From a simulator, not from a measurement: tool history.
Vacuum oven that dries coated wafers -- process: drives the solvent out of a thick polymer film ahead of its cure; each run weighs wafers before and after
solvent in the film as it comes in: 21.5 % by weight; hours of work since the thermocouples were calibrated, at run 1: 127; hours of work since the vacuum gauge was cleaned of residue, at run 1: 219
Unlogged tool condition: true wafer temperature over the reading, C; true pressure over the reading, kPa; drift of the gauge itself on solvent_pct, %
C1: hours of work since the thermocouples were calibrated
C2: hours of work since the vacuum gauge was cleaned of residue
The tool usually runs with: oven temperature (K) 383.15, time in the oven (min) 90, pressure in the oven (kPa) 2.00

Run 1, hour 0.0: usual settings; C1 127; C2 219. Result: solvent left in the film (%) 1.98.
Run 2, hour 51.1: usual settings but pressure in the oven (kPa) 1.15; C1 159; C2 251. Result: solvent left in the film (%) 1.40.
Run 3, hour 80.6: usual settings but pressure in the oven (kPa) 1.15; C1 177; C2 269. Result: solvent left in the film (%) 1.47.
Run 4, hour 107.4: usual settings but pressure in the oven (kPa) 2.23; C1 194; C2 286. Result: solvent left in the film (%) 2.11.
Run 5, hour 145.4: usual settings but pressure in the oven (kPa) 2.23; C1 218; C2 309. Result: solvent left in the film (%) 2.12.
Run 6, hour 175.9: usual settings but pressure in the oven (kPa) 2.23; C1 237; C2 328. Result: solvent left in the film (%) 2.14.
At hour 181.5: oven's thermocouples calibrated.
Run 7, hour 225.9: usual settings but pressure in the oven (kPa) 2.23; C1 28; C2 358. Result: solvent left in the film (%) 2.11.
Run 8, hour 270.5: usual settings; C1 55; C2 386. Result: solvent left in the film (%) 1.93.
At hour 295.9: oven's thermocouples calibrated, once more.
Run 9, hour 296.2: usual settings; C1 0; C2 400. Result: solvent left in the film (%) 1.94.
Run 10, hour 348.2: usual settings but oven temperature (K) 369.15; C1 32; C2 433. Result: solvent left in the film (%) 4.41.
Run 11, hour 370.4: usual settings but oven temperature (K) 392.15, pressure in the oven (kPa) 1.85; C1 46; C2 446. Result: solvent left in the film (%) 1.12.
Run 12, hour 424.0: usual settings but oven temperature (K) 392.15, pressure in the oven (kPa) 1.85; C1 79; C2 480. Result: solvent left in the film (%) 1.10.
Run 13, hour 473.4: usual settings but oven temperature (K) 392.15, pressure in the oven (kPa) 1.85; C1 110; C2 510. Result: solvent left in the film (%) 1.13.
Run 14, hour 524.9: usual settings but oven temperature (K) 397.15, time in the oven (min) 97, pressure in the oven (kPa) 1.07; C1 142; C2 542. Result: solvent left in the film (%) 0.51.
Run 15, hour 579.3: usual settings but time in the oven (min) 78, pressure in the oven (kPa) 6.23; C1 176; C2 576. Result: solvent left in the film (%) 4.83.
Run 16, hour 617.8: usual settings but oven temperature (K) 391.15; C1 200; C2 600. Result: solvent left in the film (%) 1.24.
Run 17, hour 646.3: usual settings but oven temperature (K) 391.15; C1 217; C2 618. Result: solvent left in the film (%) 1.20.
Run 18, hour 679.5: usual settings but oven temperature (K) 370.15; C1 238; C2 638. Result: solvent left in the film (%) 4.17.

Consider 4 possible next runs. They are alternatives, not a sequence: every one starts from the tool as it was left by run 18. What does each give?
Run A, hour 715.3: usual settings but oven temperature (K) 370.15, pressure in the oven (kPa) 4.81; C1 260; C2 660. Result: solvent left in the film (%) ?.
Run B, hour 715.3: usual settings but oven temperature (K) 391.15, time in the oven (min) 147; C1 260; C2 660. Result: solvent left in the film (%) ?.
Run C, hour 715.3: usual settings but oven temperature (K) 380.15; C1 260; C2 660. Result: solvent left in the film (%) ?.
Run D, hour 715.3: usual settings but oven temperature (K) 381.15, time in the oven (min) 49, pressure in the oven (kPa) 7.27; C1 260; C2 660. Result: solvent left in the film (%) ?.

run  solvent left in the film (%)
  A                          6.64
  B                          1.06
  C                          2.29
  D                          7.48
Take away the tool's hidden state, keep each run's random variation, and the runs would have read:
run  solvent left in the film (%)
  A                          6.81
  B                          1.03
  C                          2.33
  D                          7.70

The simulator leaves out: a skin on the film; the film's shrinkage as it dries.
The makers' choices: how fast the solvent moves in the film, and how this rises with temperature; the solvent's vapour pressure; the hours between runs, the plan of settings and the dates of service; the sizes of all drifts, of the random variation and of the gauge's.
